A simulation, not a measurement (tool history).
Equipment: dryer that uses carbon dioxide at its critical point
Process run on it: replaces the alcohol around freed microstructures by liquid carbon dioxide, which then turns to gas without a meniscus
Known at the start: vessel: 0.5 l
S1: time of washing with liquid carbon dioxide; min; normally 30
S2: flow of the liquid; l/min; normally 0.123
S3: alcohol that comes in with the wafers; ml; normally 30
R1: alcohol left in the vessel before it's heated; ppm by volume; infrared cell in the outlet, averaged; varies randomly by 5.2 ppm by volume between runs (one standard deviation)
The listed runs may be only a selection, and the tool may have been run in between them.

Run 1, hour 0.0: usual settings. Result: R1 249 ppm by volume.
Run 2, hour 39.3: usual settings. Result: R1 255 ppm by volume.
Run 3, hour 72.9: usual settings. Result: R1 262 ppm by volume.
Run 4, hour 120.3: usual settings. Result: R1 289 ppm by volume.
Run 5, hour 165.5: usual settings. Result: R1 295 ppm by volume.
Run 6, hour 221.5: usual settings. Result: R1 310 ppm by volume.
Run 7, hour 283.3: usual settings. Result: R1 326 ppm by volume.
Run 8, hour 314.5: usual settings. Result: R1 339 ppm by volume.
Run 9, hour 375.7: usual settings but S3 24 ml. Result: R1 325 ppm by volume.
Run 10, hour 405.5: usual settings but S1 41 min, S3 24 ml. Result: R1 212 ppm by volume.
Run 11, hour 451.0: usual settings but S1 41 min, S3 24 ml. Result: R1 226 ppm by volume.
Run 12, hour 478.6: usual settings but S1 23 min, S2 0.102 l/min, S3 32 ml. Result: R1 1825 ppm by volume.
At hour 522.4: purifier's bed changed.
Run 13, hour 522.4: usual settings but S1 31 min, S2 0.158 l/min, S3 25 ml. Result: R1 18 ppm by volume.
Run 14, hour 585.2: usual settings but S1 31 min, S2 0.158 l/min, S3 25 ml. Result: R1 37 ppm by volume.
Run 15, hour 611.7: usual settings but S1 33 min, S2 0.079 l/min, S3 90 ml. Result: R1 3620 ppm by volume.
Run 16, hour 663.3: usual settings but S1 23 min, S3 62 ml. Result: R1 1586 ppm by volume.

5 options for the next run, each taken on its own from the tool as it stands now. Forecast them:
Run A, hour 723.2: usual settings but S2 0.111 l/min, S3 118 ml. Result: R1 ?.
Run B, hour 723.2: usual settings but S1 20 min. Result: R1 ?.
Run C, hour 723.2: usual settings but S3 85 ml. Result: R1 ?.
Run D, hour 723.2: usual settings but S1 23 min, S3 106 ml. Result: R1 ?.
Run E, hour 723.2: usual settings but S2 0.088 l/min. Result: R1 ?.

run    R1
  A  1535
  B  1431
  C   627
  D  2789
  E  1201
The same runs, with their run-to-run variation unchanged, on a tool lacking any hidden condition would have given:
run    R1
  A   635
  B   737
  C   226
  D  1320
  E   595

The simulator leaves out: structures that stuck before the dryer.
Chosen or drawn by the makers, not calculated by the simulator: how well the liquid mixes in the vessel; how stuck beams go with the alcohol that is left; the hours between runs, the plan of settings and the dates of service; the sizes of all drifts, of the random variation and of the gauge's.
